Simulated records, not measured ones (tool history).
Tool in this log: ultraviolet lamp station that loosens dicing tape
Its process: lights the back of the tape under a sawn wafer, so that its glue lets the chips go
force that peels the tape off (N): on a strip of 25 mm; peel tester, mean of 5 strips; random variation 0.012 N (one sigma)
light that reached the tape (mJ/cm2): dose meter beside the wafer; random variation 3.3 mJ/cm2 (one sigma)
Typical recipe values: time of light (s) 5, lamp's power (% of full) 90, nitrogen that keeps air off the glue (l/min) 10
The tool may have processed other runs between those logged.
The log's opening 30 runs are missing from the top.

run,day,time of light (s),lamp's power (% of full),nitrogen that keeps air off the glue (l/min),hours of work of the lamp,hours of work since the window was cleaned,force that peels the tape off (N),light that reached the tape (mJ/cm2)
31,56.233,4,76,10,985,481,2.91,202
# day 57.696: window cleaned of glue's vapour
32,57.854,8,76,6,1011,3,1.063,478
33,59.354,4,90,3,1035,27,3.517,275
34,60.788,4,90,3,1058,50,3.625,272
35,62.504,4,90,3,1086,77,3.895,263
# day 64.075: lamp changed
36,64.479,3,79,10,6,109,2.231,259
37,65.596,2,61,10,24,127,4.379,129
38,68.092,2,61,10,65,167,4.582,131
39,70.358,4,76,10,101,203,1.582,313
40,71.838,2,76,11,125,227,3.926,154
41,74.05,2,76,11,161,263,3.862,149
42,76.3,5,90,20,197,299,0.512,424

4 options for the next run, each taken on its own from the tool as it stands now. Forecast them:
A,77.6,8,90,20,218,320,?,?
B,77.6,5,90,4,218,320,?,?
C,77.6,4,83,10,218,320,?,?
D,77.6,5,69,7,218,320,?,?

run,force that peels the tape off (N),light that reached the tape (mJ/cm2)
A,0.193,678
B,1.755,423
C,1.593,315
D,1.896,326
What these runs would have given with no unlogged condition in the tool:
run,force that peels the tape off (N),light that reached the tape (mJ/cm2)
A,0.154,827
B,1.24,516
C,1.099,385
D,1.349,398

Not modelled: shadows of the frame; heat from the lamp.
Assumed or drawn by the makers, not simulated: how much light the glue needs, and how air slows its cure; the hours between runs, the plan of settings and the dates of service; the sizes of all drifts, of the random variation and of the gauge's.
